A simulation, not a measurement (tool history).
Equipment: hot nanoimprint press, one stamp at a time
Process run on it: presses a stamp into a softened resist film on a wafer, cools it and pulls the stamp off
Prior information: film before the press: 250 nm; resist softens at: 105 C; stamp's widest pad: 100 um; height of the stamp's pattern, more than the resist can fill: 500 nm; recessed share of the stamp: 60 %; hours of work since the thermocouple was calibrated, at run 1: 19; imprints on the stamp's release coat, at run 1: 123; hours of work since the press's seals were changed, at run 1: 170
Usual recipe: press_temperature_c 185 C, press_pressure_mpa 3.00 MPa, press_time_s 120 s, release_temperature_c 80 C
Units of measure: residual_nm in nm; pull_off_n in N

run,hour,press_temperature_c,press_pressure_mpa,press_time_s,release_temperature_c,hours of work since the thermocouple was calibrated,imprints on the stamp's release coat,hours of work since the press's seals were changed,residual_nm,pull_off_n
1,0.0,185,3.00,120,80,19,123,170,103.6,184
2,22.6,185,3.00,120,80,34,224,185,103.8,180
3,34.3,185,3.00,120,80,42,277,193,103.8,189
4,60.6,185,3.00,120,80,59,394,211,104.0,182
5,82.9,185,3.00,120,80,74,494,226,104.0,192
6,94.3,185,3.00,173,80,82,545,233,92.1,188
7,116.2,185,3.00,63,80,97,643,248,127.4,191
8,130.6,185,3.00,63,80,106,708,258,127.6,194
9,151.1,185,2.42,120,80,120,800,272,118.1,194
10,174.3,186,2.42,120,80,136,903,287,115.2,196
11,190.6,186,2.42,120,80,147,976,298,115.6,200
12,212.3,186,2.42,120,80,161,1074,313,115.4,205
13,225.3,186,2.42,120,80,170,1132,321,115.5,203
14,245.3,186,2.42,120,80,184,1221,335,115.6,197
15,256.4,177,3.00,120,80,191,1271,342,129.1,209
16,274.4,185,3.35,120,80,203,1352,354,98.3,203
17,296.5,179,3.35,138,88,218,1451,369,110.3,178
18,313.7,179,3.35,138,88,230,1528,381,110.5,183
# hour 318.1: plate thermocouple calibrated
19,337.8,179,3.35,138,88,13,1622,395,110.7,188
20,362.9,179,3.35,138,88,30,1735,412,111.5,192
21,376.0,179,3.35,138,88,39,1793,421,111.2,195
22,395.8,179,3.35,138,88,52,1882,434,111.4,197
23,411.3,179,3.45,233,80,63,1951,445,92.2,230
24,433.5,179,3.45,233,80,78,2051,459,92.1,217
25,454.2,180,3.00,120,80,92,2143,473,121.0,235
# hour 462.5: plate thermocouple calibrated, once more
# hour 475.3: stamp cleaned and given a new release coat
26,484.7,180,3.00,120,80,11,42,488,119.3,181
27,500.6,182,3.60,64,82,22,113,499,124.6,173
28,521.5,182,3.60,64,82,36,206,513,124.7,172
# hour 541.3: press's hydraulic seals changed and the load cell set to zero
29,546.6,179,1.88,77,83,47,283,4,173.2,174

Consider 5 possible next runs. They are alternatives, not a sequence: every one starts from the tool as it was left by run 29. What does each give?
A,564.3,174,3.00,174,77,59,362,15,?,?
B,564.3,179,4.78,177,83,59,362,15,?,?
C,564.3,179,1.88,135,81,59,362,15,?,?
D,564.3,185,2.55,80,69,59,362,15,?,?
E,564.3,179,4.33,82,83,59,362,15,?,?

run,residual_nm,pull_off_n
A,124.5,197
B,81.5,175
C,150.9,181
D,129.7,219
E,111.6,174
Stripped of hidden state, with their random variation kept, the same runs would have yielded:
run,residual_nm,pull_off_n
A,124.0,189
B,81.2,167
C,150.4,173
D,129.2,210
E,111.2,166
